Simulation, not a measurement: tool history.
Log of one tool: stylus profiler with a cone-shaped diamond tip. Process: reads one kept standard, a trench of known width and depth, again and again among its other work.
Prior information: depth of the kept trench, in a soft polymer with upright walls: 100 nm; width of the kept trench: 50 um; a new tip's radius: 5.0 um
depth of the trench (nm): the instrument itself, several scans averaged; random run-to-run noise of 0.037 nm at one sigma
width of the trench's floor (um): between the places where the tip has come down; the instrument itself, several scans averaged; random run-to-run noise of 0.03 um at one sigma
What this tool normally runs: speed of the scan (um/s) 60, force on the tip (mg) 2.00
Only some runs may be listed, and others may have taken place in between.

| run | hour | speed of the scan (um/s) | force on the tip (mg) | depth of the trench (nm) | width of the trench's floor (um) |
|---|---|---|---|---|---|
| 1 | 0.0 | 60 | 2.00 | 100.65 | 47.54 |
| 2 | 26.7 | 60 | 2.00 | 100.62 | 47.53 |
| 3 | 43.0 | 60 | 2.00 | 100.58 | 47.52 |
| 4 | 71.8 | 60 | 2.00 | 100.61 | 47.47 |
| 5 | 91.9 | 60 | 2.00 | 100.59 | 47.49 |
| 6 | 107.7 | 60 | 2.00 | 100.60 | 47.45 |
| 7 | 133.9 | 60 | 2.00 | 100.66 | 47.54 |
| 8 | 162.5 | 60 | 2.00 | 100.54 | 47.44 |
| 9 | 175.2 | 211 | 2.00 | 100.54 | 46.56 |
| 10 | 194.7 | 20 | 2.00 | 100.56 | 47.71 |
| 11 | 212.7 | 20 | 2.00 | 100.63 | 47.77 |
| 12 | 226.7 | 20 | 2.00 | 100.60 | 47.72 |
| 13 | 247.6 | 60 | 2.00 | 100.58 | 47.44 |
| 14 | 274.6 | 60 | 2.40 | 100.69 | 47.48 |
| 15 | 301.2 | 60 | 2.40 | 100.63 | 47.44 |
| 16 | 320.2 | 60 | 2.40 | 100.66 | 47.45 |
| 17 | 347.5 | 60 | 2.00 | 100.54 | 47.41 |
| 18 | 372.9 | 60 | 2.00 | 100.54 | 47.40 |
| 19 | 393.6 | 60 | 2.00 | 100.55 | 47.36 |
| 20 | 408.6 | 60 | 4.27 | 101.06 | 47.48 |
| 21 | 432.7 | 60 | 2.00 | 100.54 | 47.32 |
| 22 | 449.5 | 60 | 2.00 | 100.54 | 47.35 |
| 23 | 477.8 | 60 | 2.00 | 100.50 | 47.40 |
| 24 | 508.9 | 60 | 2.00 | 100.54 | 47.35 |
| 25 | 527.8 | 143 | 1.43 | 100.38 | 46.66 |
| 26 | 541.7 | 143 | 1.43 | 100.37 | 46.61 |
| 27 | 560.9 | 60 | 2.07 | 100.54 | 47.30 |
| 28 | 587.3 | 235 | 1.92 | 100.49 | 46.14 |
| 29 | 608.6 | 234 | 2.00 | 100.49 | 46.18 |
| 30 | 631.7 | 64 | 2.00 | 100.42 | 47.24 |
| 31 | 649.5 | 23 | 0.99 | 100.24 | 47.45 |
| 32 | 667.1 | 23 | 0.99 | 100.25 | 47.42 |
| 33 | 686.0 | 41 | 5.57 | 101.26 | 47.46 |
| 34 | 703.1 | 100 | 5.57 | 101.19 | 47.18 |
| 35 | 732.1 | 100 | 5.57 | 101.24 | 47.22 |
| 36 | 758.1 | 100 | 2.70 | 100.65 | 47.05 |

Forecast run 37:
| 37 | 776.4 | 36 | 4.41 | ? | ? |

{"run 37": {"depth of the trench (nm)": 101.02, "width of the trench's floor (um)": 47.39}}
Minus the tool's unlogged condition, the same run would have read depth of the trench (nm) 101.25, width of the trench's floor (um) 47.81.

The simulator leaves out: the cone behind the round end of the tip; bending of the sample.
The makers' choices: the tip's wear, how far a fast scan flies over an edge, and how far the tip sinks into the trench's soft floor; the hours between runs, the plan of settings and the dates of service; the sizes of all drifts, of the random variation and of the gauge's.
